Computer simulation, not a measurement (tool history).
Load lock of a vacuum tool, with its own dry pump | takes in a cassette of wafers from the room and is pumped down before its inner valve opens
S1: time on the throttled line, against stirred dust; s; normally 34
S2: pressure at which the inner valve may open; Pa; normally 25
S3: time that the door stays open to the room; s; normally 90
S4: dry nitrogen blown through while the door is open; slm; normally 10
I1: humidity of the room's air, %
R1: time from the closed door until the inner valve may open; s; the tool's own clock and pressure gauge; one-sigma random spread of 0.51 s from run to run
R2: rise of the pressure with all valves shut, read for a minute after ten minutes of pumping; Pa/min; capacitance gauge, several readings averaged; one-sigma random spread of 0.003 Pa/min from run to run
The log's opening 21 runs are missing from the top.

run 22 hour=3359.7 | S1=64 S2=26 S3=164 S4=6 | I1=45.7 | R1=96.7 R2=0.329
run 23 hour=3573.6 | S1=64 S2=26 S3=164 S4=6 | I1=44.0 | R1=96.3 R2=0.351
run 24 hour=3753.5 | S1=64 S2=42 S3=43 S4=35 | I1=48.0 | R1=93.6 R2=0.318
run 25 hour=3947.1 | S1=64 S2=42 S3=43 S4=35 | I1=43.5 | R1=92.9 R2=0.344
-- hour=4092.2 dry pump taken out, an overhauled one fitted
run 26 hour=4096.7 | S1=22 S2=38 S3=90 S4=10 | I1=43.6 | R1=57.7 R2=0.374
run 27 hour=4255.1 | S1=36 S2=32 S3=30 S4=38 | I1=42.1 | R1=69.8 R2=0.362
run 28 hour=4415.5 | S1=36 S2=32 S3=30 S4=38 | I1=44.7 | R1=69.1 R2=0.381
run 29 hour=4511.4 | S1=21 S2=35 S3=126 S4=9 | I1=47.0 | R1=59.2 R2=0.423
run 30 hour=4617.9 | S1=34 S2=38 S3=134 S4=10 | I1=49.7 | R1=67.2 R2=0.445
run 31 hour=4810.4 | S1=34 S2=29 S3=33 S4=6 | I1=47.0 | R1=69.2 R2=0.437
run 32 hour=4965.2 | S1=34 S2=29 S3=33 S4=6 | I1=43.5 | R1=69.3 R2=0.458
run 33 hour=5185.4 | S1=46 S2=29 S3=33 S4=20 | I1=47.7 | R1=78.6 R2=0.466
run 34 hour=5408.6 | S1=46 S2=29 S3=33 S4=20 | I1=44.4 | R1=78.8 R2=0.492

Run 35 comes next. What will it give?
run 35 hour=5627.2 | S1=39 S2=29 S3=33 S4=20 | I1=45.3 | R1=? R2=?

{"run 35": {"R1": 73.8, "R2": 0.521}}
On a tool with no hidden condition, and with the same random variation, this run would have come out at R1 72.6 s, R2 0.019 Pa/min.

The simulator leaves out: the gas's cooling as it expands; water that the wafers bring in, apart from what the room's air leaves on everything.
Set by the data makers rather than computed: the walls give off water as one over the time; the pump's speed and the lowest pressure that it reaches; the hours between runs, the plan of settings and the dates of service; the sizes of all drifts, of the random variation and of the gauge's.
